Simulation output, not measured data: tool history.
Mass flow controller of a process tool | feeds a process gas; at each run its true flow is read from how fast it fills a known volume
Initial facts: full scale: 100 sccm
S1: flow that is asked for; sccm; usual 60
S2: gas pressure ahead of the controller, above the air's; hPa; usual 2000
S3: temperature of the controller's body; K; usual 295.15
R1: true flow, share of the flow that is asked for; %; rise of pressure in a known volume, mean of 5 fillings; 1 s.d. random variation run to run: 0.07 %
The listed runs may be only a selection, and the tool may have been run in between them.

run 1 hour=0.0 | S1=60 S2=2000 S3=295.15 | R1=99.35
run 2 hour=288.1 | S1=60 S2=2000 S3=295.15 | R1=99.40
run 3 hour=507.9 | S1=60 S2=2000 S3=295.15 | R1=99.43
run 4 hour=743.4 | S1=15 S2=2000 S3=295.15 | R1=99.05
run 5 hour=990.0 | S1=11 S2=2000 S3=295.15 | R1=99.20
run 6 hour=1150.9 | S1=11 S2=2000 S3=295.15 | R1=99.12
run 7 hour=1504.4 | S1=54 S2=2060 S3=293.15 | R1=99.13
run 8 hour=1721.7 | S1=60 S2=2790 S3=305.15 | R1=99.84
run 9 hour=1895.6 | S1=60 S2=2460 S3=295.15 | R1=99.34
run 10 hour=2123.7 | S1=60 S2=2460 S3=295.15 | R1=99.39

What if the next run were any one of these 5? Each begins from the tool's condition after run 10:
run A hour=2504.0 | S1=78 S2=1470 S3=300.15 | R1=?
run B hour=2504.0 | S1=60 S2=2460 S3=304.15 | R1=?
run C hour=2504.0 | S1=60 S2=2280 S3=303.15 | R1=?
run D hour=2504.0 | S1=28 S2=2310 S3=295.15 | R1=?
run E hour=2504.0 | S1=60 S2=1480 S3=295.15 | R1=?

run=A R1=100.33
run=B R1=99.94
run=C R1=100.00
run=D R1=99.24
run=E R1=99.93
Without the tool's unlogged condition, the same runs would have read:
run=A R1=99.98
run=B R1=99.56
run=C R1=99.62
run=D R1=98.67
run=E R1=99.55
